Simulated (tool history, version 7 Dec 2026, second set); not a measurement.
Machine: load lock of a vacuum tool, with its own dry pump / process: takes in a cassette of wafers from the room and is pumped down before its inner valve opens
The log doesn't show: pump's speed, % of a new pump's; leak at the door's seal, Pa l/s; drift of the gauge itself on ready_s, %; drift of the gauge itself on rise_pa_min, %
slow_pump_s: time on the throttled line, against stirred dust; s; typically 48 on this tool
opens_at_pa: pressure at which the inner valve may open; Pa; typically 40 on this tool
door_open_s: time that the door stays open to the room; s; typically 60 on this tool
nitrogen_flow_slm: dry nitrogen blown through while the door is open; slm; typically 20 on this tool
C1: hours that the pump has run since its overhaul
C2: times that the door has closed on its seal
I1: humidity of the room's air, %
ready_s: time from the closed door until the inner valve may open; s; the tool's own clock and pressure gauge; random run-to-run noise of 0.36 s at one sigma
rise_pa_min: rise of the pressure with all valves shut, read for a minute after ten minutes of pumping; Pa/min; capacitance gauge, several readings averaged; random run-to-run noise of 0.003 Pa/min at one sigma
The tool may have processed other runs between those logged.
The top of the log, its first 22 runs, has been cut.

Run 23, hour 3025.5: usual settings but slow_pump_s 96 s, opens_at_pa 31 Pa, door_open_s 99 s, nitrogen_flow_slm 27 slm; C1 10669; C2 3747; I1 43.9. Result: ready_s 138.2 s, rise_pa_min 0.029 Pa/min.
Run 24, hour 3206: usual settings but slow_pump_s 96 s, opens_at_pa 31 Pa, door_open_s 99 s, nitrogen_flow_slm 17 slm; C1 10849; C2 4647; I1 47.5. Result: ready_s 138 s, rise_pa_min 0.044 Pa/min.
Run 25, hour 3399.6: usual settings but slow_pump_s 55 s, opens_at_pa 29 Pa, door_open_s 94 s, nitrogen_flow_slm 17 slm; C1 11043; C2 5612; I1 46. Result: ready_s 105.8 s, rise_pa_min 0.035 Pa/min.
Run 26, hour 3581.7: usual settings but slow_pump_s 78 s, opens_at_pa 69 Pa, door_open_s 84 s, nitrogen_flow_slm 9 slm; C1 11225; C2 6520; I1 46.2. Result: ready_s 117.8 s, rise_pa_min 0.044 Pa/min.
Run 27, hour 3733.7: usual settings but slow_pump_s 78 s, opens_at_pa 69 Pa, door_open_s 84 s, nitrogen_flow_slm 9 slm; C1 11377; C2 7277; I1 40.7. Result: ready_s 117.2 s, rise_pa_min 0.038 Pa/min.
Run 28, hour 3864.6: usual settings but slow_pump_s 78 s, opens_at_pa 69 Pa, door_open_s 84 s, nitrogen_flow_slm 9 slm; C1 11508; C2 7930; I1 46.3. Result: ready_s 117.6 s, rise_pa_min 0.039 Pa/min.
Run 29, hour 4038.8: usual settings but slow_pump_s 30 s, opens_at_pa 78 Pa, door_open_s 38 s, nitrogen_flow_slm 22 slm; C1 11682; C2 8798; I1 41.8. Result: ready_s 77.8 s, rise_pa_min 0.018 Pa/min.
Run 30, hour 4172: usual settings but slow_pump_s 76 s, opens_at_pa 33 Pa, nitrogen_flow_slm 4 slm; C1 11815; C2 9462; I1 44.6. Result: ready_s 121.4 s, rise_pa_min 0.041 Pa/min.
Run 31, hour 4268.8: usual settings but slow_pump_s 76 s, opens_at_pa 33 Pa, nitrogen_flow_slm 4 slm; C1 11912; C2 9944; I1 46.4. Result: ready_s 121.6 s, rise_pa_min 0.042 Pa/min.
Run 32, hour 4401.9: usual settings but slow_pump_s 91 s, opens_at_pa 33 Pa, nitrogen_flow_slm 7 slm; C1 12045; C2 10608; I1 43.8. Result: ready_s 133.3 s, rise_pa_min 0.035 Pa/min.
Run 33, hour 4576.3: usual settings but slow_pump_s 91 s, opens_at_pa 55 Pa, door_open_s 28 s, nitrogen_flow_slm 36 slm; C1 12220; C2 11477; I1 45.6. Result: ready_s 129.8 s, rise_pa_min 0.015 Pa/min.
Run 34, hour 4764.5: usual settings but slow_pump_s 87 s, opens_at_pa 42 Pa, door_open_s 42 s; C1 12408; C2 12416; I1 48.2. Result: ready_s 128.4 s, rise_pa_min 0.021 Pa/min.
Run 35, hour 4854.1: usual settings but slow_pump_s 34 s, opens_at_pa 46 Pa, door_open_s 194 s, nitrogen_flow_slm 5 slm; C1 12497; C2 12862; I1 43.2. Result: ready_s 84.1 s, rise_pa_min 0.075 Pa/min.
Run 36, hour 5015.5: usual settings but slow_pump_s 35 s, opens_at_pa 46 Pa, door_open_s 194 s, nitrogen_flow_slm 5 slm; C1 12659; C2 13666; I1 43.3. Result: ready_s 85.9 s, rise_pa_min 0.076 Pa/min.
Run 37, hour 5165.9: usual settings but slow_pump_s 35 s, opens_at_pa 46 Pa, door_open_s 194 s, nitrogen_flow_slm 5 slm; C1 12809; C2 14416; I1 47.1. Result: ready_s 86.1 s, rise_pa_min 0.077 Pa/min.
Run 38, hour 5326.2: usual settings but slow_pump_s 35 s, opens_at_pa 46 Pa, door_open_s 194 s, nitrogen_flow_slm 5 slm; C1 12969; C2 15215; I1 42.9. Result: ready_s 86.1 s, rise_pa_min 0.072 Pa/min.

Consider 3 possible next runs. They are alternatives, not a sequence: every one starts from the tool as it was left by run 38. What does each give?
Run A, hour 5477.4: usual settings but slow_pump_s 35 s, opens_at_pa 46 Pa, door_open_s 101 s, nitrogen_flow_slm 38 slm; C1 13121; C2 15969; I1 44.5. Result: ready_s ?, rise_pa_min ?.
Run B, hour 5477.4: usual settings but slow_pump_s 35 s, opens_at_pa 46 Pa, door_open_s 194 s, nitrogen_flow_slm 9 slm; C1 13121; C2 15969; I1 45.5. Result: ready_s ?, rise_pa_min ?.
Run C, hour 5477.4: usual settings but door_open_s 185 s, nitrogen_flow_slm 26 slm; C1 13121; C2 15969; I1 44.6. Result: ready_s ?, rise_pa_min ?.

run  ready_s  rise_pa_min
  A     85.8        0.031
  B     85.7        0.073
  C     96.8        0.045
With no hidden state in the tool, these same runs would have given:
run  ready_s  rise_pa_min
  A     85.8         0.03
  B     85.6        0.073
  C     96.8        0.045

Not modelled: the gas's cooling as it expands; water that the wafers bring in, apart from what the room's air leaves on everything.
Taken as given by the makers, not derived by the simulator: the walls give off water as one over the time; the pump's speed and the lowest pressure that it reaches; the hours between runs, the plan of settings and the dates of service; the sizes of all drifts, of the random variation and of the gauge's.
